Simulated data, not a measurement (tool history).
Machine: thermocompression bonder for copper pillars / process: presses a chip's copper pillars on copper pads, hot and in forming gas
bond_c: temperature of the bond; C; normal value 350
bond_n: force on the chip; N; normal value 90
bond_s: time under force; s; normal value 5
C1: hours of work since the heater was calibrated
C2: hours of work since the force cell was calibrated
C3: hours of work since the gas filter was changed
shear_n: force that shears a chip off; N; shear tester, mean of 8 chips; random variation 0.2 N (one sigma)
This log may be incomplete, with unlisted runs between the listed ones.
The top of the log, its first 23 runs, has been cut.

{"run": 24, "hour": 345.1, "bond_c": 359, "bond_n": 90, "bond_s": 5, "C1": 180, "C2": 533, "C3": 56, "shear_n": 52.5}
{"run": 25, "hour": 364.1, "bond_c": 363, "bond_n": 103, "bond_s": 3, "C1": 192, "C2": 546, "C3": 69, "shear_n": 51.2}
{"run": 26, "hour": 376.2, "bond_c": 363, "bond_n": 103, "bond_s": 3, "C1": 201, "C2": 554, "C3": 77, "shear_n": 51.3}
{"run": 27, "hour": 386.2, "bond_c": 363, "bond_n": 103, "bond_s": 3, "C1": 207, "C2": 560, "C3": 84, "shear_n": 51}
{"run": 28, "hour": 399.3, "bond_c": 363, "bond_n": 85, "bond_s": 3, "C1": 216, "C2": 569, "C3": 92, "shear_n": 43.1}
{"run": 29, "hour": 410.6, "bond_c": 377, "bond_n": 96, "bond_s": 5, "C1": 223, "C2": 577, "C3": 100, "shear_n": 63.7}
{"hour": 412.6, "done": "forming gas filter changed"}
{"run": 30, "hour": 430.0, "bond_c": 377, "bond_n": 96, "bond_s": 5, "C1": 236, "C2": 589, "C3": 12, "shear_n": 63.6}
{"run": 31, "hour": 446.8, "bond_c": 336, "bond_n": 95, "bond_s": 4, "C1": 247, "C2": 600, "C3": 23, "shear_n": 42.4}

Alternative continuations, all from the tool just after run 31; predict every row:
{"run": "A", "hour": 467.4, "bond_c": 327, "bond_n": 57, "bond_s": 5, "C1": 261, "C2": 614, "C3": 36, "shear_n": "?"}
{"run": "B", "hour": 467.4, "bond_c": 360, "bond_n": 88, "bond_s": 9, "C1": 261, "C2": 614, "C3": 36, "shear_n": "?"}
{"run": "C", "hour": 467.4, "bond_c": 328, "bond_n": 95, "bond_s": 9, "C1": 261, "C2": 614, "C3": 36, "shear_n": "?"}
{"run": "D", "hour": 467.4, "bond_c": 352, "bond_n": 135, "bond_s": 5, "C1": 261, "C2": 614, "C3": 36, "shear_n": "?"}

run=A shear_n=26.1
run=B shear_n=64.6
run=C shear_n=53.8
run=D shear_n=69.1
Stripped of hidden state, with their random variation kept, the same runs would have yielded:
run=A shear_n=26
run=B shear_n=64.6
run=C shear_n=53.7
run=D shear_n=69.1
